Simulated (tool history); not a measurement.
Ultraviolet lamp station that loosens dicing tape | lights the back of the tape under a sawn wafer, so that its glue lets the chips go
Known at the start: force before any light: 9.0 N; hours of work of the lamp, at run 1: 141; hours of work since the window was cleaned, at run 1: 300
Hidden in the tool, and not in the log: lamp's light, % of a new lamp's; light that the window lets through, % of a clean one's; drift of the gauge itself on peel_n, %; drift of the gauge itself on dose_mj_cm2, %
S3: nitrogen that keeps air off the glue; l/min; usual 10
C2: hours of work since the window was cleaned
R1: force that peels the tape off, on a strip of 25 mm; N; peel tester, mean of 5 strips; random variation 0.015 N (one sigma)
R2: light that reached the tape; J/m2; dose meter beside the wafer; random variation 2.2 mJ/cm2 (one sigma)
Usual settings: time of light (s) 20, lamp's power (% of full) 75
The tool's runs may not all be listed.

run 1 day=0 | time_of_light_(s)=20 lamp's_power_(%_of_full)=75 S3=10 | hours_of_work_of_the_lamp=141 C2=300 | R1=1.116 R2=1600
run 2 day=0.25 | time_of_light_(s)=20 lamp's_power_(%_of_full)=75 S3=10 | hours_of_work_of_the_lamp=144 C2=303 | R1=1.084 R2=1600
run 3 day=0.546 | time_of_light_(s)=20 lamp's_power_(%_of_full)=75 S3=3 | hours_of_work_of_the_lamp=149 C2=307 | R1=1.915 R2=1580
run 4 day=0.946 | time_of_light_(s)=20 lamp's_power_(%_of_full)=75 S3=5 | hours_of_work_of_the_lamp=154 C2=313 | R1=1.512 R2=1590
run 5 day=1.142 | time_of_light_(s)=20 lamp's_power_(%_of_full)=75 S3=5 | hours_of_work_of_the_lamp=157 C2=315 | R1=1.591 R2=1610
run 6 day=1.583 | time_of_light_(s)=20 lamp's_power_(%_of_full)=75 S3=10 | hours_of_work_of_the_lamp=163 C2=321 | R1=1.103 R2=1570
run 7 day=1.9 | time_of_light_(s)=20 lamp's_power_(%_of_full)=75 S3=10 | hours_of_work_of_the_lamp=167 C2=326 | R1=1.157 R2=1550
run 8 day=2.25 | time_of_light_(s)=20 lamp's_power_(%_of_full)=75 S3=9 | hours_of_work_of_the_lamp=172 C2=330 | R1=1.232 R2=1580
run 9 day=2.554 | time_of_light_(s)=20 lamp's_power_(%_of_full)=75 S3=9 | hours_of_work_of_the_lamp=176 C2=334 | R1=1.235 R2=1570
run 10 day=2.746 | time_of_light_(s)=20 lamp's_power_(%_of_full)=75 S3=9 | hours_of_work_of_the_lamp=178 C2=337 | R1=1.191 R2=1530
run 11 day=3.146 | time_of_light_(s)=20 lamp's_power_(%_of_full)=75 S3=9 | hours_of_work_of_the_lamp=184 C2=343 | R1=1.257 R2=1520
run 12 day=3.433 | time_of_light_(s)=20 lamp's_power_(%_of_full)=75 S3=10 | hours_of_work_of_the_lamp=188 C2=346 | R1=1.189 R2=1550
run 13 day=3.738 | time_of_light_(s)=20 lamp's_power_(%_of_full)=75 S3=10 | hours_of_work_of_the_lamp=192 C2=351 | R1=1.18 R2=1550
run 14 day=4.125 | time_of_light_(s)=14 lamp's_power_(%_of_full)=75 S3=10 | hours_of_work_of_the_lamp=197 C2=356 | R1=2.197 R2=1080
run 15 day=4.575 | time_of_light_(s)=14 lamp's_power_(%_of_full)=75 S3=10 | hours_of_work_of_the_lamp=203 C2=362 | R1=2.238 R2=1100
run 16 day=4.771 | time_of_light_(s)=14 lamp's_power_(%_of_full)=75 S3=10 | hours_of_work_of_the_lamp=206 C2=365 | R1=2.207 R2=1070
run 17 day=5.138 | time_of_light_(s)=26 lamp's_power_(%_of_full)=75 S3=10 | hours_of_work_of_the_lamp=211 C2=370 | R1=0.728 R2=2000
run 18 day=5.504 | time_of_light_(s)=26 lamp's_power_(%_of_full)=75 S3=10 | hours_of_work_of_the_lamp=216 C2=375 | R1=0.712 R2=1970
run 19 day=5.725 | time_of_light_(s)=26 lamp's_power_(%_of_full)=75 S3=10 | hours_of_work_of_the_lamp=219 C2=377 | R1=0.726 R2=1970
run 20 day=5.975 | time_of_light_(s)=26 lamp's_power_(%_of_full)=75 S3=10 | hours_of_work_of_the_lamp=222 C2=381 | R1=0.721 R2=1940
run 21 day=6.254 | time_of_light_(s)=26 lamp's_power_(%_of_full)=75 S3=10 | hours_of_work_of_the_lamp=226 C2=385 | R1=0.743 R2=1960
run 22 day=6.604 | time_of_light_(s)=26 lamp's_power_(%_of_full)=75 S3=10 | hours_of_work_of_the_lamp=231 C2=389 | R1=0.72 R2=1940
run 23 day=6.921 | time_of_light_(s)=23 lamp's_power_(%_of_full)=75 S3=3 | hours_of_work_of_the_lamp=235 C2=394 | R1=1.79 R2=1710
run 24 day=7.242 | time_of_light_(s)=23 lamp's_power_(%_of_full)=75 S3=3 | hours_of_work_of_the_lamp=239 C2=398 | R1=1.729 R2=1660
run 25 day=7.579 | time_of_light_(s)=37 lamp's_power_(%_of_full)=75 S3=4 | hours_of_work_of_the_lamp=244 C2=403 | R1=0.564 R2=2720
run 26 day=7.9 | time_of_light_(s)=11 lamp's_power_(%_of_full)=75 S3=10 | hours_of_work_of_the_lamp=248 C2=407 | R1=3.027 R2=780
run 27 day=8.225 | time_of_light_(s)=19 lamp's_power_(%_of_full)=96 S3=10 | hours_of_work_of_the_lamp=253 C2=411 | R1=0.919 R2=1770
run 28 day=8.529 | time_of_light_(s)=19 lamp's_power_(%_of_full)=96 S3=10 | hours_of_work_of_the_lamp=257 C2=416 | R1=0.911 R2=1790
run 29 day=8.796 | time_of_light_(s)=32 lamp's_power_(%_of_full)=73 S3=8 | hours_of_work_of_the_lamp=261 C2=419 | R1=0.587 R2=2240
run 30 day=9.192 | time_of_light_(s)=22 lamp's_power_(%_of_full)=93 S3=11 | hours_of_work_of_the_lamp=266 C2=425 | R1=0.665 R2=1930
run 31 day=9.567 | time_of_light_(s)=22 lamp's_power_(%_of_full)=93 S3=11 | hours_of_work_of_the_lamp=271 C2=430 | R1=0.707 R2=1930
run 32 day=9.846 | time_of_light_(s)=20 lamp's_power_(%_of_full)=75 S3=12 | hours_of_work_of_the_lamp=275 C2=433 | R1=1.265 R2=1410
run 33 day=10.25 | time_of_light_(s)=14 lamp's_power_(%_of_full)=83 S3=11 | hours_of_work_of_the_lamp=280 C2=439 | R1=1.956 R2=1120
run 34 day=10.688 | time_of_light_(s)=20 lamp's_power_(%_of_full)=88 S3=3 | hours_of_work_of_the_lamp=286 C2=445 | R1=1.836 R2=1610
run 35 day=11.088 | time_of_light_(s)=40 lamp's_power_(%_of_full)=81 S3=5 | hours_of_work_of_the_lamp=292 C2=450 | R1=0.369 R2=3050
run 36 day=11.3 | time_of_light_(s)=21 lamp's_power_(%_of_full)=81 S3=15 | hours_of_work_of_the_lamp=294 C2=453 | R1=0.978 R2=1610
run 37 day=11.729 | time_of_light_(s)=13 lamp's_power_(%_of_full)=61 S3=3 | hours_of_work_of_the_lamp=300 C2=459 | R1=4.268 R2=760
run 38 day=12.029 | time_of_light_(s)=14 lamp's_power_(%_of_full)=92 S3=11 | hours_of_work_of_the_lamp=304 C2=463 | R1=1.841 R2=1180
run 39 day=12.421 | time_of_light_(s)=14 lamp's_power_(%_of_full)=92 S3=11 | hours_of_work_of_the_lamp=310 C2=468 | R1=1.85 R2=1230
run 40 day=12.612 | time_of_light_(s)=35 lamp's_power_(%_of_full)=75 S3=16 | hours_of_work_of_the_lamp=312 C2=471 | R1=0.342 R2=2370
run 41 day=13.067 | time_of_light_(s)=34 lamp's_power_(%_of_full)=75 S3=5 | hours_of_work_of_the_lamp=318 C2=477 | R1=0.733 R2=2290
run 42 day=13.425 | time_of_light_(s)=35 lamp's_power_(%_of_full)=71 S3=12 | hours_of_work_of_the_lamp=323 C2=482 | R1=0.461 R2=2210
run 43 day=13.838 | time_of_light_(s)=11 lamp's_power_(%_of_full)=93 S3=10 | hours_of_work_of_the_lamp=329 C2=488 | R1=2.572 R2=920

4 ways to go on from here, each from the tool as it stands after run 43. What would each give?
run A day=14.238 | time_of_light_(s)=33 lamp's_power_(%_of_full)=68 S3=3 | hours_of_work_of_the_lamp=334 C2=493 | R1=? R2=?
run B day=14.238 | time_of_light_(s)=11 lamp's_power_(%_of_full)=62 S3=10 | hours_of_work_of_the_lamp=334 C2=493 | R1=? R2=?
run C day=14.238 | time_of_light_(s)=32 lamp's_power_(%_of_full)=99 S3=15 | hours_of_work_of_the_lamp=334 C2=493 | R1=? R2=?
run D day=14.238 | time_of_light_(s)=34 lamp's_power_(%_of_full)=94 S3=3 | hours_of_work_of_the_lamp=334 C2=493 | R1=? R2=?

run=A R1=1.297 R2=1970
run=B R1=3.987 R2=600
run=C R1=0.22 R2=2820
run=D R1=0.635 R2=2880
Without the tool's hidden state the same runs would have given:
run=A R1=0.578 R2=2870
run=B R1=2.78 R2=870
run=C R1=0.099 R2=4090
run=D R1=0.243 R2=4170
